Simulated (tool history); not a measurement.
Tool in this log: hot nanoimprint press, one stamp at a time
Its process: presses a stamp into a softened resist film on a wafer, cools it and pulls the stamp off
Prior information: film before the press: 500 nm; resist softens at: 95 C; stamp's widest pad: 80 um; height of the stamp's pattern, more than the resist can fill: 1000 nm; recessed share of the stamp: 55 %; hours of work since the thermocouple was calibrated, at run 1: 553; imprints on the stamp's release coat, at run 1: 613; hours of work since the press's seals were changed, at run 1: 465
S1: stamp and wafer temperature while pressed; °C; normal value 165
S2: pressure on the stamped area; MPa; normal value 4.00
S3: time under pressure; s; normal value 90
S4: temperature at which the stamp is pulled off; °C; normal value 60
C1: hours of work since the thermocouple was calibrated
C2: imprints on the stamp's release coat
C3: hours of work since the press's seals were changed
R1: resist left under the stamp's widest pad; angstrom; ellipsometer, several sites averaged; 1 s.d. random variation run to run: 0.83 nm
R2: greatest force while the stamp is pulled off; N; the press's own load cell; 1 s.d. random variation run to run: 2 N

run,hour,S1,S2,S3,S4,C1,C2,C3,R1,R2
1,0.0,165,4.00,90,60,553,613,465,2341,91
# hour 16.2: stamp cleaned and given a new release coat
# hour 27.7: plate thermocouple calibrated
2,33.8,165,4.00,90,60,4,56,480,2350,89
3,46.2,165,4.00,70,60,12,104,488,2568,87
4,67.2,165,4.00,129,60,25,184,501,2066,91
5,81.1,165,4.00,129,60,33,237,510,2063,89
6,102.8,165,4.00,129,60,47,321,523,2063,93
7,123.4,165,4.00,129,60,60,399,536,2068,94
8,135.7,165,4.00,129,60,68,446,544,2061,91
9,148.7,165,4.00,90,60,76,496,552,2348,93
10,163.2,165,4.00,90,60,85,552,561,2348,95
11,178.0,165,4.00,90,60,94,608,570,2356,88
# hour 195.5: stamp cleaned and given a new release coat
12,205.0,165,4.00,90,60,107,36,584,2351,94
13,223.5,165,4.00,90,60,119,107,595,2366,93
14,248.2,165,4.00,90,60,134,202,611,2362,95
15,261.3,165,4.00,90,60,143,252,619,2366,92
16,287.2,165,2.95,76,60,159,351,635,2866,89
17,309.7,163,4.00,90,60,173,437,649,2555,89
# hour 329.3: press's hydraulic seals changed and the load cell set to zero
18,338.0,163,4.00,90,60,186,515,5,2543,92
19,363.9,165,4.00,90,53,202,614,22,2355,96
# hour 379.3: stamp cleaned and given a new release coat
20,391.8,174,4.00,90,67,216,47,35,1651,85
21,409.4,172,4.16,106,55,227,115,46,1653,96
22,433.5,157,3.15,67,53,242,207,62,3728,99
23,458.8,165,4.00,90,66,258,304,77,2366,85
24,479.9,165,4.00,90,66,271,384,91,2367,87
25,497.4,163,2.88,177,60,282,451,102,2346,90
26,510.4,170,3.47,177,47,290,501,110,1616,107
27,522.9,157,4.62,129,60,298,549,118,2703,88
28,538.2,155,4.62,52,60,307,607,127,3732,91
# hour 554.6: stamp cleaned and given a new release coat
29,561.4,155,4.62,52,60,318,26,138,3699,91

Here are 3 independent what-if runs from the current tool condition. What would each one return?
A,575.8,157,4.00,69,61,327,81,147,?,?
B,575.8,165,4.00,129,48,327,81,147,?,?
C,575.8,155,4.62,46,55,327,81,147,?,?

run,R1,R2
A,3416,91
B,2051,108
C,3811,97
Without the tool's hidden state the same runs would have given:
run,R1,R2
A,3418,91
B,2053,108
C,3813,97
